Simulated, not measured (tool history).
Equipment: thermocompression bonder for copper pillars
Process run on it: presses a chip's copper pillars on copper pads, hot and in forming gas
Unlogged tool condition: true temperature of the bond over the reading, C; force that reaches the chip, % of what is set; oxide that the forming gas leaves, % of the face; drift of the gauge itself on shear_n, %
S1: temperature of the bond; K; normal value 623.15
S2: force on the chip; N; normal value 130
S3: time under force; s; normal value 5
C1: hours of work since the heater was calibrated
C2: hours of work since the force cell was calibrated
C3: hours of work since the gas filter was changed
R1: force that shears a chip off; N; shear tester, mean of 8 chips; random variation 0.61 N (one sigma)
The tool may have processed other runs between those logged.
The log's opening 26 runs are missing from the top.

-- hour=1063.4 force cell calibrated
run 27 hour=1100.3 | S1=620.15 S2=85 S3=4 | C1=637 C2=25 C3=33 | R1=53.5
run 28 hour=1163.9 | S1=648.15 S2=113 S3=4 | C1=681 C2=69 C3=77 | R1=78
run 29 hour=1209.6 | S1=623.15 S2=117 S3=3 | C1=712 C2=100 C3=108 | R1=58.3
run 30 hour=1252.8 | S1=623.15 S2=117 S3=3 | C1=742 C2=130 C3=138 | R1=58.3
run 31 hour=1289.2 | S1=644.15 S2=122 S3=5 | C1=766 C2=155 C3=163 | R1=83.1
run 32 hour=1317.3 | S1=644.15 S2=122 S3=5 | C1=786 C2=174 C3=182 | R1=82.3
run 33 hour=1349 | S1=595.15 S2=169 S3=3 | C1=807 C2=196 C3=204 | R1=52.5
run 34 hour=1389 | S1=634.15 S2=125 S3=3 | C1=835 C2=223 C3=231 | R1=67.9
-- hour=1402.8 forming gas filter changed
run 35 hour=1439.8 | S1=623.15 S2=104 S3=13 | C1=869 C2=258 C3=25 | R1=86.5
run 36 hour=1471.6 | S1=628.15 S2=107 S3=13 | C1=891 C2=279 C3=47 | R1=89.5
run 37 hour=1503.3 | S1=610.15 S2=157 S3=4 | C1=913 C2=301 C3=69 | R1=66.4
run 38 hour=1547.7 | S1=610.15 S2=157 S3=4 | C1=943 C2=331 C3=99 | R1=65.6
run 39 hour=1596.6 | S1=633.15 S2=81 S3=3 | C1=977 C2=365 C3=133 | R1=52.5
run 40 hour=1659.4 | S1=633.15 S2=81 S3=3 | C1=1020 C2=408 C3=176 | R1=53.8

What if the next run were any one of these 3? Each begins from the tool's condition after run 40:
run A hour=1720.2 | S1=615.15 S2=100 S3=12 | C1=1061 C2=450 C3=218 | R1=?
run B hour=1720.2 | S1=625.15 S2=84 S3=3 | C1=1061 C2=450 C3=218 | R1=?
run C hour=1720.2 | S1=643.15 S2=120 S3=6 | C1=1061 C2=450 C3=218 | R1=?

run=A R1=78.5
run=B R1=50.5
run=C R1=84.7
Without the tool's hidden state the same runs would have given:
run=A R1=79
run=B R1=50.8
run=C R1=85.1
